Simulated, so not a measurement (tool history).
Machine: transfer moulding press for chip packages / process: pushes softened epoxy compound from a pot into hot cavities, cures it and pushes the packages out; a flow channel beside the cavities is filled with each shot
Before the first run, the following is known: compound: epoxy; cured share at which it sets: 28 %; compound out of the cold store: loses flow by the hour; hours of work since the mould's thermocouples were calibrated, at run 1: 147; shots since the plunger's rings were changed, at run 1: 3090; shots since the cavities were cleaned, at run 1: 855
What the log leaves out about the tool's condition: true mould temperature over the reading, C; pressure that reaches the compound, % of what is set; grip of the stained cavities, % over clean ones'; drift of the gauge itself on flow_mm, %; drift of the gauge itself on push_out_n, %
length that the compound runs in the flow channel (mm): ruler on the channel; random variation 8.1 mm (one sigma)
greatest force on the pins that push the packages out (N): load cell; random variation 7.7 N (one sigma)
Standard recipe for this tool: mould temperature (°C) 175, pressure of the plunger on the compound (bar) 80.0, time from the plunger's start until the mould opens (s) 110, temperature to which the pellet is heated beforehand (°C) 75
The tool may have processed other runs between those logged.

run    day  mould temperature (°C)  pressure of the plunger on the compound (bar)  time from the plunger's start until the mould opens (s)  temperature to which the pellet is heated beforehand (°C)  hours of work since the mould's thermocouples were calibrated  shots since the plunger's rings were changed  shots since the cavities were cleaned  incoming compound's hours out of the cold store  length that the compound runs in the flow channel (mm)  greatest force on the pins that push the packages out (N)
  1  0.000                     175                                           80.0                                                      110                                                         75                                                            147                                          3090                                    855                                             19.5                                                     885                                                        574
  2  0.288                     175                                           80.0                                                      110                                                         75                                                            152                                          3174                                    939                                             23.4                                                     837                                                        540
  3  0.592                     175                                           80.0                                                      110                                                         75                                                            157                                          3263                                   1028                                             33.4                                                     802                                                        537
  4  0.817                     170                                           80.0                                                      110                                                         75                                                            161                                          3327                                   1092                                             23.8                                                     849                                                        627
     1.025  -- cavities cleaned with cleaning compound and waxed
  5  1.121                     170                                           80.0                                                      110                                                         75                                                            165                                          3398                                     28                                             12.9                                                     929                                                        712
  6  1.471                     175                                           80.1                                                      110                                                         75                                                            171                                          3499                                    129                                             24.9                                                     819                                                        596
  7  1.658                     175                                           80.1                                                      110                                                         75                                                            174                                          3554                                    184                                             22.5                                                     831                                                        603
  8  1.908                     168                                           80.1                                                      110                                                         75                                                            179                                          3627                                    257                                             24.4                                                     846                                                        782
  9  2.242                     168                                           62.6                                                      110                                                         75                                                            184                                          3723                                    353                                             33.3                                                     712                                                        754
 10  2.442                     168                                           62.6                                                      110                                                         75                                                            188                                          3782                                    412                                             41.7                                                     668                                                        700
 11  2.829                     175                                           80.0                                                      110                                                         75                                                            194                                          3895                                    525                                             27.9                                                     807                                                        606
 12  3.021                     175                                           80.0                                                      110                                                         75                                                            198                                          3950                                    580                                             13.3                                                     868                                                        607
     3.167  -- cavities cleaned with cleaning compound and waxed, once more
 13  3.279                     175                                           80.0                                                      110                                                         75                                                            201                                          4007                                     32                                             28.6                                                     800                                                        337
 14  3.625                     175                                           80.0                                                      110                                                         75                                                            207                                          4108                                    133                                             26.7                                                     817                                                        385
 15  3.821                     175                                           80.0                                                      110                                                         75                                                            210                                          4165                                    190                                             21.9                                                     840                                                        391
 16  4.121                     178                                           79.7                                                      110                                                         75                                                            215                                          4252                                    277                                             31.1                                                     771                                                        415
 17  4.400                     182                                           91.0                                                      112                                                         67                                                            220                                          4334                                    359                                             35.8                                                     802                                                        408
 18  4.625                     180                                           89.4                                                      124                                                         67                                                            224                                          4399                                    424                                             27.7                                                     826                                                        449
 19  4.838                     180                                           89.4                                                      124                                                         67                                                            228                                          4460                                    485                                             23.2                                                     860                                                        443
 20  5.167                     180                                           89.4                                                      124                                                         67                                                            233                                          4556                                    581                                              9.9                                                     914                                                        477
 21  5.458                     183                                           67.0                                                      132                                                         79                                                            238                                          4641                                    666                                              8.2                                                     789                                                        470
 22  5.783                     183                                           67.0                                                      132                                                         79                                                            244                                          4735                                    760                                             27.9                                                     709                                                        480
 23  6.150                     180                                           63.1                                                      140                                                         76                                                            250                                          4842                                    867                                              9.8                                                     782                                                        503
 24  6.408                     180                                           63.1                                                      140                                                         76                                                            254                                          4917                                    942                                             37.8                                                     649                                                        514
 25  6.604                     171                                           63.1                                                      140                                                         77                                                            258                                          4974                                    999                                             26.9                                                     709                                                        535
 26  6.792                     183                                           65.3                                                      110                                                         75                                                            261                                          5029                                   1054                                             24.4                                                     711                                                        527
 27  6.975                     175                                           88.3                                                      110                                                         83                                                            264                                          5083                                   1108                                             14.0                                                     880                                                        565
     7.154  -- cavities cleaned with cleaning compound and waxed
 28  7.367                     175                                           60.3                                                      142                                                         75                                                            270                                          5178                                     62                                             46.7                                                     607                                                        329
 29  7.692                     175                                           62.3                                                      134                                                         75                                                            275                                          5272                                    156                                             43.6                                                     629                                                        366
 30  8.083                     175                                           80.0                                                       96                                                         78                                                            282                                          5386                                    270                                             44.4                                                     711                                                        484

Predict each of these 3 candidate next runs independently; none follows another, all start after run 30:
  A  8.475                     175                                           80.0                                                      124                                                         78                                                            289                                          5500                                    384                                             15.3                                                       ?                                                          ?
  B  8.475                     175                                           80.0                                                      102                                                         78                                                            289                                          5500                                    384                                             23.6                                                       ?                                                          ?
  C  8.475                     175                                           80.0                                                      117                                                         79                                                            289                                          5500                                    384                                             25.1                                                       ?                                                          ?

run  length that the compound runs in the flow channel (mm)  greatest force on the pins that push the packages out (N)
  A                                                     834                                                        423
  B                                                     799                                                        492
  C                                                     802                                                        425
Without the tool's unlogged condition, the same runs would have read:
run  length that the compound runs in the flow channel (mm)  greatest force on the pins that push the packages out (N)
  A                                                     937                                                        301
  B                                                     897                                                        351
  C                                                     900                                                        301

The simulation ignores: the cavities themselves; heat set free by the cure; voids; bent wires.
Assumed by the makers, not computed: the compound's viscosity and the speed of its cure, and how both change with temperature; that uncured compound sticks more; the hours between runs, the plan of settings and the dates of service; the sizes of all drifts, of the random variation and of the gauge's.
